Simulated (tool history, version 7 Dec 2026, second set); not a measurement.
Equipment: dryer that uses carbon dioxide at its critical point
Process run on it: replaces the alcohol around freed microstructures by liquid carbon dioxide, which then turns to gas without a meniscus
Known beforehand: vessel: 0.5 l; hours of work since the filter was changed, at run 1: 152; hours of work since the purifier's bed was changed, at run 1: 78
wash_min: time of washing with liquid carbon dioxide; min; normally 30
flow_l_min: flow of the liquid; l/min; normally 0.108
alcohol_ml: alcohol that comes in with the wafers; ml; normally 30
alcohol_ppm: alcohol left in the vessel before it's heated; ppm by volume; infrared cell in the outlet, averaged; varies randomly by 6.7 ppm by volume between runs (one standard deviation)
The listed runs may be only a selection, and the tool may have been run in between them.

run,hour,wash_min,flow_l_min,alcohol_ml,hours of work since the filter was changed,hours of work since the purifier's bed was changed,alcohol_ppm
1,0,30,0.108,30,152,78,444
2,17.7,30,0.108,30,163,89,440
3,28.8,30,0.108,30,169,96,454
4,44.3,30,0.179,30,179,105,81
5,62.8,30,0.108,30,190,117,484
6,81.8,30,0.108,30,202,128,493
7,96.2,30,0.108,30,210,137,515
8,115.6,30,0.108,30,222,149,494
9,131,30,0.108,30,232,158,537
10,151.5,30,0.108,30,244,171,538
11,166.1,30,0.108,30,253,179,563
12,185.9,30,0.108,30,265,192,578
13,205.9,30,0.108,30,277,204,576
14,227.5,30,0.146,30,290,217,204
15,246.9,24,0.08,44,302,229,5150
16,263.8,24,0.08,44,312,239,5465
17,285.2,23,0.153,51,325,252,746
18,307.7,39,0.077,89,339,266,2420
19,326.3,39,0.077,89,350,277,2454
20,336.6,24,0.081,30,357,283,3763
21,358.6,30,0.166,109,370,297,346
22,379.4,30,0.166,109,383,309,358
23,401,18,0.08,25,396,322,6630
24,423.2,47,0.108,30,409,336,213
25,442.7,31,0.095,22,421,348,878
26,457.2,31,0.095,22,430,357,879
27,469.6,21,0.071,47,438,364,11640
28,484.8,21,0.071,47,447,373,12150

Consider 5 possible next runs. They are alternatives, not a sequence: every one starts from the tool as it was left by run 28. What does each give?
A,494.1,19,0.071,47,452,379,?
B,494.1,28,0.087,30,452,379,?
C,494.1,24,0.137,116,452,379,?
D,494.1,33,0.077,30,452,379,?
E,494.1,19,0.08,51,452,379,?

run,alcohol_ppm
A,14313
B,2186
C,2643
D,1896
E,12386
Take away the tool's hidden state, keep each run's random variation, and the runs would have read:
run,alcohol_ppm
A,9884
B,1057
C,1042
D,877
E,8162

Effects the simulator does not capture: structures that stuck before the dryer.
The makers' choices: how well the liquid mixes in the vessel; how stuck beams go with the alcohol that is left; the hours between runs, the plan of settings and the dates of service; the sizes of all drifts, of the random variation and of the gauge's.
